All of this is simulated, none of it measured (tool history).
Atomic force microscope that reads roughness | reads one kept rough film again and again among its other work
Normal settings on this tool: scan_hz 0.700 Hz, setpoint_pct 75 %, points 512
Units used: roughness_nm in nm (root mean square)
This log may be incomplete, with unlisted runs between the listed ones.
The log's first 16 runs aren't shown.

| run | day | scan_hz | setpoint_pct | points | pictures with this tip | hours of work since the height scale was calibrated | roughness_nm |
|---|---|---|---|---|---|---|---|
| 17 | 21.996 | 0.700 | 75 | 608 | 56 | 553 | 2.060 |
|  | 22.262 | new tip fitted |
| 18 | 23.862 | 0.700 | 75 | 608 | 52 | 573 | 2.139 |
|  | 24.325 | new tip fitted |
| 19 | 25.267 | 0.700 | 78 | 608 | 30 | 589 | 2.285 |
|  | 26.425 | new tip fitted |
| 20 | 26.988 | 0.700 | 78 | 608 | 18 | 608 | 2.476 |
| 21 | 28.279 | 0.827 | 75 | 322 | 59 | 622 | 2.050 |
|  | 28.446 | new tip fitted |
| 22 | 29.617 | 0.652 | 58 | 272 | 38 | 636 | 2.312 |
|  | 30.488 | new tip fitted |
| 23 | 30.654 | 0.700 | 75 | 304 | 5 | 648 | 2.642 |
| 24 | 31.579 | 0.700 | 75 | 304 | 35 | 658 | 2.278 |
|  | 32.479 | new tip fitted |
| 25 | 32.625 | 0.700 | 75 | 304 | 4 | 669 | 2.613 |
| 26 | 33.700 | 0.700 | 75 | 361 | 39 | 681 | 2.270 |
|  | 34.475 | new tip fitted |
| 27 | 34.975 | 0.700 | 75 | 361 | 16 | 695 | 2.449 |
| 28 | 35.896 | 0.700 | 75 | 361 | 46 | 705 | 2.185 |
|  | 36.479 | new tip fitted |
| 29 | 37.329 | 0.700 | 75 | 361 | 27 | 721 | 2.336 |
| 30 | 38.162 | 0.694 | 75 | 512 | 54 | 730 | 2.109 |
|  | 38.504 | new tip fitted |
| 31 | 39.388 | 0.922 | 86 | 502 | 28 | 743 | 2.270 |
|  | 40.571 | new tip fitted |
| 32 | 40.683 | 0.958 | 66 | 512 | 4 | 758 | 2.666 |
| 33 | 42.271 | 0.619 | 75 | 456 | 55 | 775 | 2.096 |
|  | 42.629 | new tip fitted |
| 34 | 43.367 | 1.607 | 68 | 981 | 24 | 787 | 2.376 |

Expected results for the next run?
|  | 44.612 | new tip fitted |
| 35 | 44.692 | 1.272 | 68 | 512 | 3 | 801 | ? |

Logged for run 35: roughness_nm 2.621 nm (root mean square).
On a tool with no hidden condition, and with the same random variation, this run would have come out at roughness_nm 2.695 nm (root mean square).

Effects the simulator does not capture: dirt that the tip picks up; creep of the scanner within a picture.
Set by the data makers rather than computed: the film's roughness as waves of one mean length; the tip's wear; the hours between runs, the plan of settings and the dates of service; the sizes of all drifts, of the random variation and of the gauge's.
